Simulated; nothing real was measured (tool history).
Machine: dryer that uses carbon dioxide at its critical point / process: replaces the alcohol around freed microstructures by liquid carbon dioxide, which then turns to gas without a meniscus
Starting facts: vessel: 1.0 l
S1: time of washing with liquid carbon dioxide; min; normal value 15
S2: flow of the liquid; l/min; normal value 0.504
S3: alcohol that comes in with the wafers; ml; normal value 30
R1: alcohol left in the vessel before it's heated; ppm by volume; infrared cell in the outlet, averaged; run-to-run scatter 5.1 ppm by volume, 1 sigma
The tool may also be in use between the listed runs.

run	hour	S1	S2	S3	R1
1	0.0	15	0.504	30	144
2	22.9	15	0.319	30	958
3	46.8	15	0.319	28	904
4	68.3	15	0.319	28	957
5	91.6	15	0.319	28	952
6	114.8	15	0.504	21	158
7	132.8	12	0.504	30	431
8	154.5	12	0.504	30	460
9	175.1	15	0.504	93	493
10	201.2	15	0.504	93	516
11	228.8	15	0.504	47	323
12	256.0	15	0.504	47	348
13	270.3	15	0.504	30	265
14	285.7	15	0.504	30	169
15	304.0	19	0.341	59	465
16	322.5	10	0.726	53	241
17	349.5	9	0.703	75	513
18	370.8	15	0.814	31	123
19	397.5	15	0.337	42	1010
20	413.5	15	0.558	39	179
21	429.0	15	0.558	39	181
22	447.7	15	0.558	39	198
23	466.8	17	0.504	30	181
24	494.3	17	0.504	30	185
25	520.1	17	0.504	30	197
26	549.1	15	0.504	26	242
27	572.8	23	0.618	30	164

Put back what was entered between runs (1 entry, withheld): which listed runs does each sit between, and how does the hidden state differ from the listed run before to the listed run after?
Run 13 -> run 14: inlet filter changed (hour 272.8)
  flow that reaches the vessel past the clogged filter, %: 83.6 -> 99; alcohol in the recycled carbon dioxide, ppm: 103.2 -> 106.1
  measured less the result without the state, R1: +204 -> +105 ppm by volume

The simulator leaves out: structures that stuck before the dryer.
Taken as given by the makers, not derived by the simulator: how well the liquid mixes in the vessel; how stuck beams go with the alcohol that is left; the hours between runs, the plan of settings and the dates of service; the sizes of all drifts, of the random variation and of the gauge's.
